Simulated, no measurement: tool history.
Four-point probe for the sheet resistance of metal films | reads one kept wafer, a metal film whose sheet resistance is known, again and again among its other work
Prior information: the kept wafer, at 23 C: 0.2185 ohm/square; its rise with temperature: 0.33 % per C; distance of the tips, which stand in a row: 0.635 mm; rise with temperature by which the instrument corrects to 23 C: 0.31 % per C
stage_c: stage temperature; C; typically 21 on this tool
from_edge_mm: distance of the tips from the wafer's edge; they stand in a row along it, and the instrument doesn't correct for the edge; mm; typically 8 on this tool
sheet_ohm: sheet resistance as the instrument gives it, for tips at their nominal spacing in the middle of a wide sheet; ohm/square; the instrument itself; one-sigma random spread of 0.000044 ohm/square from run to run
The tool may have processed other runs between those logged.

run	hour	stage_c	from_edge_mm	sheet_ohm
1	0.0	21	8	0.219238
2	9.8	21	8	0.219170
3	22.6	21	8	0.219139
4	37.6	21	8	0.219160
5	51.4	21	8	0.219102
6	64.3	21	8	0.219175
7	78.2	21	8	0.219273
8	85.0	21	8	0.219168
9	94.0	21	8	0.219175
10	106.9	21	7	0.219473
11	115.3	21	7	0.219441
12	124.4	21	7	0.219414
13	140.5	31	5	0.220733
14	149.2	26	20	0.218692
15	162.8	21	34	0.218377
16	172.9	21	40	0.218421
17	185.0	21	28	0.218519
18	195.5	21	28	0.218494
19	204.4	21	28	0.218548
20	218.0	30	5	0.220730

4 options for the next run, each taken on its own from the tool as it stands now. Forecast them:
A	226.0	20	5	?
B	226.0	24	9	?
C	226.0	34	6	?
D	226.0	25	7	?

run	sheet_ohm
A	0.220321
B	0.219108
C	0.220268
D	0.219527
Had the tool no hidden state, the same runs would have come out as:
run	sheet_ohm
A	0.220320
B	0.219107
C	0.220267
D	0.219526
